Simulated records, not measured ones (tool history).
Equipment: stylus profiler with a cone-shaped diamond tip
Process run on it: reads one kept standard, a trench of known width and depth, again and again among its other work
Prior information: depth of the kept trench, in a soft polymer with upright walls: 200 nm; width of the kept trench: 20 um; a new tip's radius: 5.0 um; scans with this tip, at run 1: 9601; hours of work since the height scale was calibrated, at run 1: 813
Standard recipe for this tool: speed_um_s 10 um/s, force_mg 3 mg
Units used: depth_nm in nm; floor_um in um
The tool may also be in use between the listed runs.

run   hour  speed_um_s  force_mg  scans with this tip  hours of work since the height scale was calibrated  depth_nm  floor_um
  1      0          10         3                 9601                                                  813    201.86     15.97
  2   19.1          10         3                 9713                                                  823    201.84     15.92
  3   31.1          10         3                 9783                                                  828    201.69     15.94
  4   45.1          10      7.67                 9865                                                  835    202.94        16
  5   53.4          10      7.67                 9914                                                  840     203.1     15.97
  6   62.2          10      7.67                 9965                                                  844       203     15.95
  7   76.9          10      7.67                10051                                                  851    203.05     15.91
  8   87.7           4         3                10114                                                  857    201.73     15.96
  9   96.8           4         3                10167                                                  861    201.84     15.95
 10  111.3          13       1.8                10252                                                  868    201.43     15.85
     129.6  -- new tip fitted, height scale calibrated
 11  129.6          13      1.12                    0                                                    0    200.87     17.07
 12  147.1          13      1.12                  103                                                    9     200.7     17.06
 13  156.7          28       1.3                  159                                                   13    200.87     16.96

Run 14, settings as shown, results not yet in. Your forecast:
 14  174.6          28       1.3                  264                                                   22         ?         ?

{"run 14": {"depth_nm": 200.83, "floor_um": 16.98}}
Were there no unlogged condition in the tool, this run, its random variation unchanged, would have produced depth_nm 200.85 nm, floor_um 17.04 um.
